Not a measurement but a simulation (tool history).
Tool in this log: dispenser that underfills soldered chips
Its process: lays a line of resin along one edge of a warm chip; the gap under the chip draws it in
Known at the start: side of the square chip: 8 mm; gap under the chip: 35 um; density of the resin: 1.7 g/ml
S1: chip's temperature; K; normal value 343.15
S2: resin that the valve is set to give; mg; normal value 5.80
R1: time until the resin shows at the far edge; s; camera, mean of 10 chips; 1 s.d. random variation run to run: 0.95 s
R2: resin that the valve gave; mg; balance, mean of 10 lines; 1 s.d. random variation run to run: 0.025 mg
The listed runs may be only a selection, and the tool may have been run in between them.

run,hour,S1,S2,R1,R2
1,0.0,343.15,5.80,119.7,5.80
# hour 7.5: new syringe of resin
2,8.6,343.15,5.80,104.5,5.76
3,17.6,342.15,5.80,135.2,5.77
# hour 22.6: new syringe of resin
4,26.2,342.15,5.80,111.1,5.76
# hour 37.1: new syringe of resin
5,40.9,342.15,5.80,111.7,5.72
6,47.3,350.15,5.80,103.2,5.76
# hour 52.3: new syringe of resin
7,55.6,343.15,5.03,112.5,4.96
8,63.8,348.15,5.80,115.6,5.72
# hour 67.1: new syringe of resin
9,71.4,332.15,6.00,159.4,5.85
10,78.0,332.15,6.00,183.5,5.86
# hour 82.0: new syringe of resin
11,89.1,330.15,7.33,181.3,7.16
# hour 96.8: new syringe of resin
12,103.1,348.15,5.71,100.1,5.60
# hour 112.1: new syringe of resin
13,114.7,348.15,5.71,92.9,5.55
# hour 126.8: new syringe of resin
14,127.3,355.15,6.80,69.6,6.59

Consider 4 possible next runs. They are alternatives, not a sequence: every one starts from the tool as it was left by run 14. What does each give?
A,140.1,329.15,6.75,?,?
B,140.1,334.15,6.80,?,?
C,140.1,348.15,7.08,?,?
D,140.1,340.15,6.68,?,?

run,R1,R2
A,220.4,6.53
B,186.5,6.56
C,118.8,6.85
D,154.5,6.42
With no hidden state in the tool, these same runs would have given:
run,R1,R2
A,140.0,6.77
B,118.9,6.80
C,76.2,7.10
D,98.8,6.65
